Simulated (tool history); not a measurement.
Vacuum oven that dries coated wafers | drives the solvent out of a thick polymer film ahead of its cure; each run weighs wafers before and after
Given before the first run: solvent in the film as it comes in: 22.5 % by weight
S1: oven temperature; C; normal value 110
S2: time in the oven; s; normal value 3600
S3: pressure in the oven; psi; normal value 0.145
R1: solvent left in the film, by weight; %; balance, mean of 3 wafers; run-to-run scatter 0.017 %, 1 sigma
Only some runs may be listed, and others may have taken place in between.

run    hour   S1    S2     S3     R1
  1       0  110  3600  0.145   6.09
  2    56.6  110  3600  0.145   6.05
  3   117.6  110  3600  0.093   5.79
  4   166.9  110  3600  0.093   5.76
  5   226.7  110  3600  0.457    7.4
  6     317  114  3600  0.145   4.43
  7   415.6  114  3600  0.145   4.42
  8     513  114  5400  0.145   2.55
  9     582  114  5400  0.145   2.52
 10   660.2  110  3600  0.145   5.86
 11   735.4  110  3600  0.129   5.82
      786.1  -- oven's thermocouples calibrated
 12   825.7  110  2760  0.129   7.77
 13   891.5  110  3600  0.145   6.18
 14     995  110  3600  0.161   6.21
 15  1048.7  110  3600  0.161    6.2
 16  1101.9  115  2460  0.133   6.41
 17    1184  111  2160    0.2   9.09
     1288.9  -- vacuum gauge cleaned of residue and calibrated
 18  1288.9  114  3600  0.174   4.28
 19    1347  121  4080   0.19   1.84
 20  1449.1  121  4080   0.19   1.83
 21    1509  100  1920  0.117  13.01
 22    1577  100  1920  0.117  12.96
 23  1668.3  104  3480  0.184   8.41
 24  1757.6  104  3240  0.376   9.71

Expected results for the next run?
     1812.5  -- oven's thermocouples calibrated
 25  1831.4  104  3240  0.376   ?

R1: 10.09 %
Had the tool carried no hidden state, the very same run would have given R1 10.08 %.

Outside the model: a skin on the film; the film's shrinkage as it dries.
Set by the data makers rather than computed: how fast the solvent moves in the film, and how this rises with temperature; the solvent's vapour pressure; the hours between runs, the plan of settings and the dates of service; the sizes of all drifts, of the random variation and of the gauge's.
